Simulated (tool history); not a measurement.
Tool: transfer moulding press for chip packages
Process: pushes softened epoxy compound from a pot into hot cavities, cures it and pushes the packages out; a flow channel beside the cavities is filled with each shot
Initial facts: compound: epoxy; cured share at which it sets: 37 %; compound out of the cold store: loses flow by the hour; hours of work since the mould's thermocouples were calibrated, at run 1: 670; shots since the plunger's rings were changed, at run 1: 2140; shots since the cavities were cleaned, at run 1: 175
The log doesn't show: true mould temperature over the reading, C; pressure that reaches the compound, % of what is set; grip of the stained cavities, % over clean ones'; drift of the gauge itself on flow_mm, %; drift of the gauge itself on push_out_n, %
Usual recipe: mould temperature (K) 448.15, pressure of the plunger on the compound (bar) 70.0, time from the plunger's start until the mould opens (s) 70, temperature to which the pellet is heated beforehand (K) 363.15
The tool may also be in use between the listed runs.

run	hour	mould temperature (K)	pressure of the plunger on the compound (bar)	time from the plunger's start until the mould opens (s)	temperature to which the pellet is heated beforehand (K)	hours of work since the mould's thermocouples were calibrated	shots since the plunger's rings were changed	shots since the cavities were cleaned	incoming compound's hours out of the cold store	length that the compound runs in the flow channel (mm)	greatest force on the pins that push the packages out (N)
1	0.0	448.15	70.0	70	363.15	670	2140	175	19.0	847	694
# hour 31.1: cavities cleaned with cleaning compound and waxed
2	43.0	448.15	70.0	70	363.15	690	2687	158	10.3	873	663
# hour 73.9: cavities cleaned with cleaning compound and waxed
3	80.4	448.15	70.0	70	363.15	707	3160	86	25.9	816	618
# hour 119.0: cavities cleaned with cleaning compound and waxed
4	125.2	448.15	70.0	70	363.15	729	3730	82	8.4	872	632
5	155.7	453.15	70.0	70	363.15	744	4131	483	27.3	797	696
# hour 160.4: cavities cleaned with cleaning compound and waxed
6	179.6	453.15	70.0	70	363.15	755	4425	252	25.7	800	582
# hour 190.7: plunger's sealing rings changed
# hour 205.5: mould's thermocouples calibrated
# hour 207.0: cavities cleaned with cleaning compound and waxed
7	211.9	453.15	70.0	70	363.15	2	234	66	21.4	846	508
8	246.2	449.15	70.0	70	363.15	19	685	517	39.1	798	821
# hour 250.3: cavities cleaned with cleaning compound and waxed
# hour 291.9: cavities cleaned with cleaning compound and waxed
9	291.9	449.15	70.0	70	363.15	40	1247	0	16.8	861	565
# hour 333.4: cavities cleaned with cleaning compound and waxed
10	337.7	449.15	70.0	70	363.15	62	1830	56	23.0	838	600
# hour 375.4: cavities cleaned with cleaning compound and waxed
11	375.4	449.15	70.0	70	363.15	80	2307	0	35.5	802	565
12	404.8	446.15	70.0	70	363.15	94	2694	387	28.9	820	982
# hour 418.0: cavities cleaned with cleaning compound and waxed
13	444.4	446.15	70.0	70	363.15	113	3196	347	38.2	790	924
# hour 460.6: cavities cleaned with cleaning compound and waxed
14	491.3	446.15	70.0	70	363.15	135	3794	405	35.2	796	922
# hour 504.5: cavities cleaned with cleaning compound and waxed
15	526.9	446.15	70.0	70	363.15	152	4243	295	29.7	806	929
# hour 546.6: cavities cleaned with cleaning compound and waxed
# hour 552.3: plunger's sealing rings changed
16	573.1	443.15	65.1	56	370.15	172	274	316	8.2	877	1835
# hour 591.2: cavities cleaned with cleaning compound and waxed
17	602.6	443.15	65.1	56	370.15	186	642	150	31.7	803	1457
# hour 633.4: cavities cleaned with cleaning compound and waxed
18	649.2	443.15	86.4	88	370.15	208	1236	208	34.6	910	609
# hour 676.5: cavities cleaned with cleaning compound and waxed
19	682.8	448.15	70.0	90	372.15	224	1659	83	43.6	778	477
# hour 720.3: cavities cleaned with cleaning compound and waxed
20	723.3	448.15	70.0	90	372.15	243	2172	39	33.0	805	445
21	750.6	448.15	77.6	70	370.15	256	2532	399	35.9	840	837
# hour 761.8: cavities cleaned with cleaning compound and waxed
22	792.7	448.15	77.6	70	370.15	276	3067	407	12.1	909	857
# hour 804.6: cavities cleaned with cleaning compound and waxed
23	821.6	448.15	77.6	70	370.15	289	3428	224	22.6	867	707
24	841.6	448.15	77.6	70	370.15	299	3690	486	8.2	917	872
# hour 847.8: cavities cleaned with cleaning compound and waxed
25	879.2	447.15	70.0	70	363.15	317	4166	414	12.8	858	934
# hour 890.5: cavities cleaned with cleaning compound and waxed
# hour 910.9: plunger's sealing rings changed
26	926.3	456.15	68.0	72	353.15	338	203	438	21.9	824	630
# hour 938.0: cavities cleaned with cleaning compound and waxed
27	951.8	450.15	55.1	72	372.15	350	518	181	24.5	744	595
# hour 980.9: cavities cleaned with cleaning compound and waxed
28	982.6	447.15	78.5	108	372.15	364	904	22	28.4	882	404

3 options for the next run, each taken on its own from the tool as it stands now. Forecast them:
A	1015.4	447.15	78.5	74	370.15	380	1336	454	22.0	?	?
B	1015.4	448.15	70.3	96	356.15	380	1336	454	44.9	?	?
C	1015.4	440.15	80.4	108	370.15	380	1336	454	15.3	?	?

run	length that the compound runs in the flow channel (mm)	greatest force on the pins that push the packages out (N)
A	896	783
B	779	594
C	949	677
The same runs, with their run-to-run variation unchanged, on a tool lacking any hidden condition would have given:
run	length that the compound runs in the flow channel (mm)	greatest force on the pins that push the packages out (N)
A	908	533
B	789	392
C	962	455
